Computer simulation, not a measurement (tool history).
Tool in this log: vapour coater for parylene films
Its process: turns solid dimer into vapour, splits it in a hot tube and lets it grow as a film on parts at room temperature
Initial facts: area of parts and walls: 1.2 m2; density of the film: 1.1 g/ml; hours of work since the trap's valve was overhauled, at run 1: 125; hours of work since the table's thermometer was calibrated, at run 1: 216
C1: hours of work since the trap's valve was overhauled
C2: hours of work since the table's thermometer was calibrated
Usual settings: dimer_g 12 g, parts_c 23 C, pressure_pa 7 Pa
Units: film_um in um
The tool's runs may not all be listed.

run 1 day=0 | dimer_g=12 parts_c=23 pressure_pa=7 | C1=125 C2=216 | film_um=6.03
run 2 day=0.562 | dimer_g=12 parts_c=23 pressure_pa=7 | C1=131 C2=222 | film_um=6.09
run 3 day=1.604 | dimer_g=12 parts_c=23 pressure_pa=7 | C1=143 C2=234 | film_um=5.97
run 4 day=2.121 | dimer_g=12 parts_c=23 pressure_pa=7 | C1=149 C2=240 | film_um=5.95
run 5 day=2.792 | dimer_g=12 parts_c=23 pressure_pa=7 | C1=157 C2=247 | film_um=5.93
run 6 day=3.788 | dimer_g=12 parts_c=23 pressure_pa=7 | C1=168 C2=259 | film_um=5.96
run 7 day=4.971 | dimer_g=12 parts_c=23 pressure_pa=7 | C1=181 C2=272 | film_um=5.93
run 8 day=6.008 | dimer_g=12 parts_c=23 pressure_pa=7 | C1=193 C2=284 | film_um=5.87
run 9 day=6.667 | dimer_g=12 parts_c=23 pressure_pa=7 | C1=201 C2=292 | film_um=5.93
run 10 day=7.333 | dimer_g=12 parts_c=23 pressure_pa=7 | C1=208 C2=299 | film_um=5.83
run 11 day=8.362 | dimer_g=9 parts_c=23 pressure_pa=7 | C1=220 C2=311 | film_um=4.38
run 12 day=9.208 | dimer_g=9 parts_c=15 pressure_pa=7 | C1=229 C2=320 | film_um=5
run 13 day=9.8 | dimer_g=12 parts_c=26 pressure_pa=2.64 | C1=236 C2=327 | film_um=6.48
run 14 day=10.892 | dimer_g=12 parts_c=29 pressure_pa=2 | C1=249 C2=340 | film_um=6.31
run 15 day=11.4 | dimer_g=12 parts_c=29 pressure_pa=2 | C1=254 C2=345 | film_um=6.38
run 16 day=12.262 | dimer_g=12 parts_c=16 pressure_pa=2 | C1=264 C2=355 | film_um=8.12
-- day=13.158 trap's valve overhauled
run 17 day=13.179 | dimer_g=12 parts_c=16 pressure_pa=2 | C1=0 C2=364 | film_um=8.77

5 options for the next run, each taken on its own from the tool as it stands now. Forecast them:
run A day=13.733 | dimer_g=10 parts_c=23 pressure_pa=7 | C1=7 C2=370 | film_um=?
run B day=13.733 | dimer_g=13 parts_c=22 pressure_pa=2.22 | C1=7 C2=370 | film_um=?
run C day=13.733 | dimer_g=5 parts_c=29 pressure_pa=4.63 | C1=7 C2=370 | film_um=?
run D day=13.733 | dimer_g=11 parts_c=16 pressure_pa=2 | C1=7 C2=370 | film_um=?
run E day=13.733 | dimer_g=15 parts_c=23 pressure_pa=4.78 | C1=7 C2=370 | film_um=?

run=A film_um=5.17
run=B film_um=8.47
run=C film_um=2.52
run=D film_um=7.92
run=E film_um=8.33
Take away the tool's hidden state, keep each run's random variation, and the runs would have read:
run=A film_um=5.21
run=B film_um=8.54
run=C film_um=2.54
run=D film_um=7.98
run=E film_um=8.39

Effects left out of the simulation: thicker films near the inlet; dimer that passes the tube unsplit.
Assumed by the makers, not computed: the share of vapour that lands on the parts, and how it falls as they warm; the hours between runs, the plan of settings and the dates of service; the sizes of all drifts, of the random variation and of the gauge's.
